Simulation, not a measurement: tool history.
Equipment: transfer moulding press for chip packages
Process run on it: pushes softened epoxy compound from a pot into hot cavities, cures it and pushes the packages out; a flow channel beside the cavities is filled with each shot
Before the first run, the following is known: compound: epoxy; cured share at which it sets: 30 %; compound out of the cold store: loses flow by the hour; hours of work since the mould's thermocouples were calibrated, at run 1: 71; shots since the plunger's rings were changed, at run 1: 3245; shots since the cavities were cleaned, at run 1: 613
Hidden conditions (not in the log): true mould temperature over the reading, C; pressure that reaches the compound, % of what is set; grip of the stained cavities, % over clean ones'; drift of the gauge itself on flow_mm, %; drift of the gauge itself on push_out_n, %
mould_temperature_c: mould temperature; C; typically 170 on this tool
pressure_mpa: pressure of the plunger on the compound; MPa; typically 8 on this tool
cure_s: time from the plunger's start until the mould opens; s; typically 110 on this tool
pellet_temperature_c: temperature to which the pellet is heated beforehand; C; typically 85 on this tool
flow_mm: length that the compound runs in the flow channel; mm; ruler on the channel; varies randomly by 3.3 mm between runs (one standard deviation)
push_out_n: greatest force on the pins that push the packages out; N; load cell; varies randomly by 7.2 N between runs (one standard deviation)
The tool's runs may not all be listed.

| run | day | mould_temperature_c | pressure_mpa | cure_s | pellet_temperature_c | hours of work since the mould's thermocouples were calibrated | shots since the plunger's rings were changed | shots since the cavities were cleaned | incoming compound's hours out of the cold store | flow_mm | push_out_n |
|---|---|---|---|---|---|---|---|---|---|---|---|
| 1 | 0.000 | 170 | 8 | 110 | 85 | 71 | 3245 | 613 | 30.3 | 780 | 422 |
|  | 0.133 | cavities cleaned with cleaning compound and waxed |
| 2 | 0.233 | 170 | 8 | 110 | 85 | 73 | 3289 | 26 | 13.0 | 857 | 308 |
| 3 | 0.562 | 170 | 8 | 110 | 85 | 79 | 3375 | 112 | 23.8 | 806 | 336 |
| 4 | 0.833 | 170 | 8 | 110 | 85 | 83 | 3445 | 182 | 22.6 | 817 | 344 |
| 5 | 1.075 | 170 | 8 | 110 | 85 | 87 | 3507 | 244 | 45.9 | 712 | 365 |
| 6 | 1.317 | 176 | 8 | 110 | 85 | 91 | 3570 | 307 | 29.5 | 764 | 360 |
| 7 | 1.508 | 176 | 8 | 110 | 85 | 94 | 3620 | 357 | 34.8 | 740 | 373 |
| 8 | 1.825 | 176 | 8 | 110 | 85 | 100 | 3702 | 439 | 10.7 | 851 | 398 |
| 9 | 2.000 | 176 | 8 | 110 | 80 | 102 | 3747 | 484 | 23.0 | 792 | 388 |
| 10 | 2.308 | 176 | 8 | 110 | 80 | 107 | 3827 | 564 | 36.7 | 733 | 416 |
|  | 2.629 | cavities cleaned with cleaning compound and waxed |
| 11 | 2.675 | 176 | 8 | 110 | 80 | 112 | 3906 | 12 | 26.4 | 774 | 285 |

How the hidden state differs across the entries between the runs, from the last listed run before each to the first after it:
In the gap between runs 1 and 2: cavities cleaned with cleaning compound and waxed (day 0.133)
  pressure that reaches the compound, % of what is set: 94.27 -> 94.19; grip of the stained cavities, % over clean ones': 45.9 -> 5.1
  the result without the hidden state subtracted from the measured one, flow_mm: -25 -> -27 mm; push_out_n: +132 -> +13 N
In the gap between runs 10 and 11: cavities cleaned with cleaning compound and waxed (day 2.629)
  pressure that reaches the compound, % of what is set: 93.28 -> 93.16; grip of the stained cavities, % over clean ones': 44.3 -> 3.7
  the result without the hidden state subtracted from the measured one, flow_mm: -26 -> -29 mm; push_out_n: +129 -> +10 N

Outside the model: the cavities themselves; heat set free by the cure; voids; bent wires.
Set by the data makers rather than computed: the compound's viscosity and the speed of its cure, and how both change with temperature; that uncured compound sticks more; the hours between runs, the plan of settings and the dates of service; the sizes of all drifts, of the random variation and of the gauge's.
